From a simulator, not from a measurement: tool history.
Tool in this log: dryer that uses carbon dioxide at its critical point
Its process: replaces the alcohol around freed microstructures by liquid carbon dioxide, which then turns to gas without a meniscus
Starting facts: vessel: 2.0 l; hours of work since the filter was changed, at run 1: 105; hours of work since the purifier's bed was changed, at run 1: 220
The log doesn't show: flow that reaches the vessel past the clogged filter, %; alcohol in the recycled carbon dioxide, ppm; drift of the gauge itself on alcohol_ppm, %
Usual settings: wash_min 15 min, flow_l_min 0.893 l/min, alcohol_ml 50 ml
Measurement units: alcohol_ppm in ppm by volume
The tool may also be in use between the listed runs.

run   hour  wash_min  flow_l_min  alcohol_ml  hours of work since the filter was changed  hours of work since the purifier's bed was changed  alcohol_ppm
  1    0.0        15       0.893          50                                         105                                                 220          352
  2    6.0        15       0.893          50                                         109                                                 223          359
  3   12.4        15       0.893          50                                         112                                                 227          354
  4   24.0        15       0.893          50                                         119                                                 234          370
  5   29.3        15       1.195          50                                         122                                                 237          164
  6   40.8        15       1.195          50                                         129                                                 243          170
  7   45.9        15       1.195          50                                         132                                                 246          174
  8   52.1        14       1.195          50                                         135                                                 250          203
  9   59.9        15       0.893          50                                         140                                                 254          394
 10   68.8        15       0.893          33                                         145                                                 259          300
 11   73.8        15       0.893          50                                         147                                                 262          391
 12   80.3        17       0.893          50                                         151                                                 266          276
 13   89.9        17       0.893          50                                         157                                                 271          280
 14   97.8        17       0.893          50                                         161                                                 276          286
 15  104.6        15       0.893          22                                         165                                                 280          271
 16  110.3        20       0.893          50                                         168                                                 283          200
 17  119.2        20       0.893          50                                         173                                                 288          206
 18  125.7        20       0.893          50                                         177                                                 292          206
 19  130.6        20       0.893          50                                         180                                                 294          215
 20  136.5        20       0.893          50                                         183                                                 298          208
 21  142.0        15       0.971          50                                         186                                                 301          328
 22  151.4        15       0.971          50                                         192                                                 306          337
 23  156.4        15       0.971          50                                         195                                                 309          352
     165.3  -- inlet filter changed
 24  165.6        10       0.600          60                                           0                                                 314         3816
 25  175.1        15       1.436          23                                           6                                                 319          167
 26  181.9        15       1.436          23                                           9                                                 323          166
 27  191.8        10       0.893          94                                          15                                                 329         2100

What will run 28 give?
 28  198.9        10       0.577          34                                          19                                                 333            ?

Run 28 yielded alcohol_ppm 2466 ppm by volume.
With no hidden state in the tool, this same run would have given alcohol_ppm 2259 ppm by volume.
